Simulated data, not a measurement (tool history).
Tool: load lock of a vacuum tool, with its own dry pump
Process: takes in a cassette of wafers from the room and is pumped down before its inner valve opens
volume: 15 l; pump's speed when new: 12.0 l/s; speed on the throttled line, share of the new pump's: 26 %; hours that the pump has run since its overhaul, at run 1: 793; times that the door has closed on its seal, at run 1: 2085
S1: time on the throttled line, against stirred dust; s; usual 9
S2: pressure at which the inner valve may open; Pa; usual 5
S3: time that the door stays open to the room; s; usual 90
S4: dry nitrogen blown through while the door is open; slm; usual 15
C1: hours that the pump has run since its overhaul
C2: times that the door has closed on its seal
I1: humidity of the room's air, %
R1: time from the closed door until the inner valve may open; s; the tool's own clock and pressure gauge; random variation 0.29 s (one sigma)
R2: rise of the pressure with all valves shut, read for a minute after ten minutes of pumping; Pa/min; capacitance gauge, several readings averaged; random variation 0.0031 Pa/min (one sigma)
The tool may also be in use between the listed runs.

Run 1, hour 0: usual settings; C1 793; C2 2085; I1 45.9. Result: R1 19.2 s, R2 0.062 Pa/min.
Run 2, hour 119.6: usual settings; C1 913; C2 2330; I1 46.3. Result: R1 19.2 s, R2 0.06 Pa/min.
Run 3, hour 223: usual settings; C1 1016; C2 2542; I1 46.2. Result: R1 18.9 s, R2 0.058 Pa/min.
Run 4, hour 291.4: usual settings but S4 6 slm; C1 1085; C2 2682; I1 43.7. Result: R1 19.5 s, R2 0.089 Pa/min.
Run 5, hour 433.7: usual settings; C1 1227; C2 2974; I1 40.8. Result: R1 19.3 s, R2 0.06 Pa/min.
Run 6, hour 568.4: usual settings; C1 1362; C2 3250; I1 43.7. Result: R1 19.1 s, R2 0.058 Pa/min.
Run 7, hour 672.9: usual settings; C1 1466; C2 3465; I1 42.9. Result: R1 19.6 s, R2 0.062 Pa/min.
Run 8, hour 752.8: usual settings; C1 1546; C2 3628; I1 44.7. Result: R1 19 s, R2 0.063 Pa/min.
Run 9, hour 822.4: usual settings but S1 4 s, S4 5 slm; C1 1616; C2 3771; I1 40.6. Result: R1 15.9 s, R2 0.085 Pa/min.
Run 10, hour 953.1: usual settings but S1 5 s, S4 22 slm; C1 1747; C2 4039; I1 46.6. Result: R1 16.6 s, R2 0.058 Pa/min.
Run 11, hour 1030.6: usual settings but S3 36 s, S4 8 slm; C1 1824; C2 4198; I1 44.2. Result: R1 18.9 s, R2 0.042 Pa/min.
Run 12, hour 1112.6: usual settings but S1 17 s, S2 7 Pa; C1 1906; C2 4366; I1 46.4. Result: R1 24.6 s, R2 0.067 Pa/min.
Run 13, hour 1278.7: usual settings but S1 7 s, S2 7 Pa, S4 31 slm; C1 2072; C2 4707; I1 45.9. Result: R1 17.8 s, R2 0.046 Pa/min.
Run 14, hour 1402.7: usual settings but S1 7 s, S2 4 Pa, S3 42 s, S4 12 slm; C1 2196; C2 4961; I1 47. Result: R1 18 s, R2 0.05 Pa/min.

4 ways to go on from here, each from the tool as it stands after run 14. What would each give?
Run A, hour 1560.4: usual settings but S1 18 s, S3 46 s, S4 19 slm; C1 2354; C2 5284; I1 44.7. Result: R1 ?, R2 ?.
Run B, hour 1560.4: usual settings but S1 6 s, S3 42 s, S4 12 slm; C1 2354; C2 5284; I1 46.4. Result: R1 ?, R2 ?.
Run C, hour 1560.4: usual settings but S1 7 s, S2 4 Pa, S3 78 s, S4 26 slm; C1 2354; C2 5284; I1 44.8. Result: R1 ?, R2 ?.
Run D, hour 1560.4: usual settings but S2 8 Pa, S3 45 s; C1 2354; C2 5284; I1 44.6. Result: R1 ?, R2 ?.

run    R1     R2
  A  25.6  0.036
  B    17  0.041
  C  18.1  0.041
  D  18.4  0.037
Without the tool's hidden state the same runs would have given:
run    R1     R2
  A  25.6  0.035
  B    17  0.041
  C  18.1  0.041
  D  18.4  0.036

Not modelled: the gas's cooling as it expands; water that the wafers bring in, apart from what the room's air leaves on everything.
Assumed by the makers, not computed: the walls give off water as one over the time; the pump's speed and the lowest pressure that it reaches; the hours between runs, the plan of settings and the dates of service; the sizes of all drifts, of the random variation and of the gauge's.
